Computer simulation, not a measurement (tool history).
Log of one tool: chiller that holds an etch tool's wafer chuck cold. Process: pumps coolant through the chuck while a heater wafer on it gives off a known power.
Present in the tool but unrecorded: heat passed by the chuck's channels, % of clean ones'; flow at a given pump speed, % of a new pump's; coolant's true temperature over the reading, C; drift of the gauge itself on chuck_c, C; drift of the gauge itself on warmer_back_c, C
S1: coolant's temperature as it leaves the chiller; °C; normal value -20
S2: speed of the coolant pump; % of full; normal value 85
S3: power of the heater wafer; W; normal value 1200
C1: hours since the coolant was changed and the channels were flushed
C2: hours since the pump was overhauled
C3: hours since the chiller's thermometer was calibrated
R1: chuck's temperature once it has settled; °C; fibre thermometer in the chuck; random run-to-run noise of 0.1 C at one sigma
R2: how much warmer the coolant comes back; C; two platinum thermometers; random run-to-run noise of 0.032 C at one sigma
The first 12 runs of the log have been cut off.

{"run": 13, "hour": 1432.9, "S1": -20, "S2": 85, "S3": 1200, "C1": 2922, "C2": 4839, "C3": 491, "R1": -6.9, "R2": 4.33}
{"run": 14, "hour": 1580.1, "S1": -20, "S2": 85, "S3": 1200, "C1": 3069, "C2": 4986, "C3": 639, "R1": -7.0, "R2": 4.28}
{"hour": 1626.1, "done": "chiller's thermometer calibrated, once more"}
{"run": 15, "hour": 1691.1, "S1": -20, "S2": 85, "S3": 1200, "C1": 3179, "C2": 5096, "C3": 65, "R1": -6.3, "R2": 4.29}
{"run": 16, "hour": 1786.3, "S1": -20, "S2": 85, "S3": 1200, "C1": 3274, "C2": 5191, "C3": 160, "R1": -5.9, "R2": 4.36}
{"run": 17, "hour": 1864.3, "S1": -20, "S2": 96, "S3": 1200, "C1": 3352, "C2": 5269, "C3": 238, "R1": -7.0, "R2": 3.89}
{"run": 18, "hour": 1931.0, "S1": -25, "S2": 80, "S3": 881, "C1": 3419, "C2": 5336, "C3": 305, "R1": -14.2, "R2": 3.36}
{"run": 19, "hour": 2068.4, "S1": -25, "S2": 73, "S3": 1486, "C1": 3556, "C2": 5473, "C3": 442, "R1": -5.6, "R2": 6.22}
{"run": 20, "hour": 2188.9, "S1": -20, "S2": 99, "S3": 1120, "C1": 3677, "C2": 5594, "C3": 563, "R1": -7.9, "R2": 3.5}
{"run": 21, "hour": 2332.6, "S1": -18, "S2": 85, "S3": 1200, "C1": 3820, "C2": 5738, "C3": 706, "R1": -3.8, "R2": 4.32}
{"run": 22, "hour": 2436.3, "S1": -20, "S2": 88, "S3": 1686, "C1": 3924, "C2": 5841, "C3": 810, "R1": -0.4, "R2": 5.92}
{"run": 23, "hour": 2501.1, "S1": -29, "S2": 85, "S3": 1200, "C1": 3989, "C2": 5906, "C3": 875, "R1": -14.8, "R2": 4.38}
{"run": 24, "hour": 2609.2, "S1": -29, "S2": 85, "S3": 1200, "C1": 4097, "C2": 6014, "C3": 983, "R1": -14.6, "R2": 4.37}
{"run": 25, "hour": 2760.4, "S1": -20, "S2": 95, "S3": 846, "C1": 4248, "C2": 6165, "C3": 1134, "R1": -10.7, "R2": 2.74}
{"run": 26, "hour": 2833.8, "S1": -20, "S2": 95, "S3": 846, "C1": 4321, "C2": 6239, "C3": 1208, "R1": -10.7, "R2": 2.72}
{"run": 27, "hour": 2945.3, "S1": -19, "S2": 85, "S3": 1265, "C1": 4433, "C2": 6350, "C3": 1319, "R1": -3.7, "R2": 4.64}
{"run": 28, "hour": 3067.3, "S1": -19, "S2": 85, "S3": 1265, "C1": 4555, "C2": 6472, "C3": 1441, "R1": -3.6, "R2": 4.58}
{"run": 29, "hour": 3220.1, "S1": -19, "S2": 65, "S3": 1265, "C1": 4708, "C2": 6625, "C3": 1594, "R1": -0.6, "R2": 6.02}
{"run": 30, "hour": 3342.6, "S1": -20, "S2": 85, "S3": 751, "C1": 4830, "C2": 6748, "C3": 1717, "R1": -11.1, "R2": 2.71}

Consider 3 possible next runs. They are alternatives, not a sequence: every one starts from the tool as it was left by run 30. What does each give?
{"run": "A", "hour": 3411.3, "S1": -20, "S2": 81, "S3": 656, "C1": 4899, "C2": 6816, "C3": 1785, "R1": "?", "R2": "?"}
{"run": "B", "hour": 3411.3, "S1": -21, "S2": 69, "S3": 1619, "C1": 4899, "C2": 6816, "C3": 1785, "R1": "?", "R2": "?"}
{"run": "C", "hour": 3411.3, "S1": -29, "S2": 85, "S3": 1130, "C1": 4899, "C2": 6816, "C3": 1785, "R1": "?", "R2": "?"}

run=A R1=-11.9 R2=2.49
run=B R1=1.7 R2=7.28
run=C R1=-15.3 R2=4.10
Had the tool no hidden state, the same runs would have come out as:
run=A R1=-12.9 R2=2.35
run=B R1=-1.5 R2=6.88
run=C R1=-17.1 R2=3.88
